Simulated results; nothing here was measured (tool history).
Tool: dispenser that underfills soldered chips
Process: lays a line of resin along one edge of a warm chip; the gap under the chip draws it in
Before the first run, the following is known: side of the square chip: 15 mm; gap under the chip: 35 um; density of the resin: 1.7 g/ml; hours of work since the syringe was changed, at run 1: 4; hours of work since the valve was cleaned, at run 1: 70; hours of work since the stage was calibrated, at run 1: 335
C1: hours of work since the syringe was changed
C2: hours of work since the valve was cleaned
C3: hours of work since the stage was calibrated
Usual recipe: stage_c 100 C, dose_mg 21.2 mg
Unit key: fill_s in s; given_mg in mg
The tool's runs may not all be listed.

Run 1, day 0.000: usual settings; C1 4; C2 70; C3 335. Result: fill_s 466.1 s, given_mg 19.97 mg.
At day 0.112: new syringe of resin.
At day 0.454: new syringe of resin.
Run 2, day 0.654: usual settings; C1 4; C2 81; C3 346. Result: fill_s 445.8 s, given_mg 19.59 mg.
At day 0.792: new syringe of resin.
Run 3, day 1.008: usual settings; C1 4; C2 87; C3 352. Result: fill_s 459.0 s, given_mg 19.71 mg.
At day 1.150: new syringe of resin.
Run 4, day 1.283: usual settings; C1 2; C2 92; C3 356. Result: fill_s 422.6 s, given_mg 19.54 mg.
At day 1.488: new syringe of resin.
Run 5, day 1.767: usual settings; C1 5; C2 100; C3 365. Result: fill_s 484.5 s, given_mg 19.22 mg.
At day 1.833: new syringe of resin.
Run 6, day 2.100: usual settings; C1 5; C2 106; C3 370. Result: fill_s 499.7 s, given_mg 19.26 mg.
At day 2.171: new syringe of resin.
At day 2.500: new syringe of resin.
At day 2.725: dispensing valve cleaned and set on the balance.
Run 7, day 2.775: usual settings but dose_mg 21.8 mg; C1 4; C2 1; C3 381. Result: fill_s 461.5 s, given_mg 21.74 mg.
At day 2.875: new syringe of resin.
At day 3.233: new syringe of resin.
Run 8, day 3.283: usual settings but dose_mg 26.8 mg; C1 1; C2 9; C3 390. Result: fill_s 373.0 s, given_mg 26.59 mg.
At day 3.558: new syringe of resin.
Run 9, day 3.704: usual settings; C1 3; C2 17; C3 397. Result: fill_s 430.1 s, given_mg 20.98 mg.
At day 3.896: new syringe of resin.
Run 10, day 4.058: usual settings; C1 3; C2 23; C3 403. Result: fill_s 435.2 s, given_mg 20.87 mg.
At day 4.250: new syringe of resin.
Run 11, day 4.550: usual settings; C1 5; C2 31; C3 411. Result: fill_s 514.9 s, given_mg 20.81 mg.
At day 4.600: new syringe of resin.
At day 4.925: new syringe of resin.
Run 12, day 5.000: usual settings but stage_c 113 C, dose_mg 21.8 mg; C1 1; C2 39; C3 419. Result: fill_s 217.6 s, given_mg 21.07 mg.
At day 5.288: new syringe of resin.
Run 13, day 5.542: usual settings but stage_c 110 C, dose_mg 20.5 mg; C1 4; C2 48; C3 428. Result: fill_s 323.3 s, given_mg 19.62 mg.
At day 5.646: new syringe of resin.
Run 14, day 5.850: usual settings but stage_c 85 C, dose_mg 27.0 mg; C1 4; C2 53; C3 433. Result: fill_s 971.2 s, given_mg 25.68 mg.
At day 5.996: new syringe of resin.
Run 15, day 6.267: usual settings but stage_c 94 C, dose_mg 21.9 mg; C1 5; C2 60; C3 440. Result: fill_s 671.9 s, given_mg 20.66 mg.
At day 6.329: new syringe of resin.
Run 16, day 6.629: usual settings but stage_c 94 C, dose_mg 18.7 mg; C1 5; C2 66; C3 447. Result: fill_s 699.9 s, given_mg 17.76 mg.
At day 6.692: new syringe of resin.
At day 7.029: new syringe of resin.
Run 17, day 7.217: usual settings but stage_c 114 C, dose_mg 23.5 mg; C1 3; C2 76; C3 456. Result: fill_s 242.8 s, given_mg 22.07 mg.

Run 18, settings as shown, results not yet in. Your forecast:
At day 7.367: new syringe of resin.
At day 7.700: new syringe of resin.
Run 18, day 7.858: usual settings but stage_c 110 C, dose_mg 18.1 mg; C1 3; C2 87; C3 467. Result: fill_s ?, given_mg ?.

fill_s: 301.7 s
given_mg: 16.81 mg
Take away the tool's hidden state, keep the run-to-run variation as it was, and the same run would have given fill_s 208.8 s, given_mg 18.13 mg.
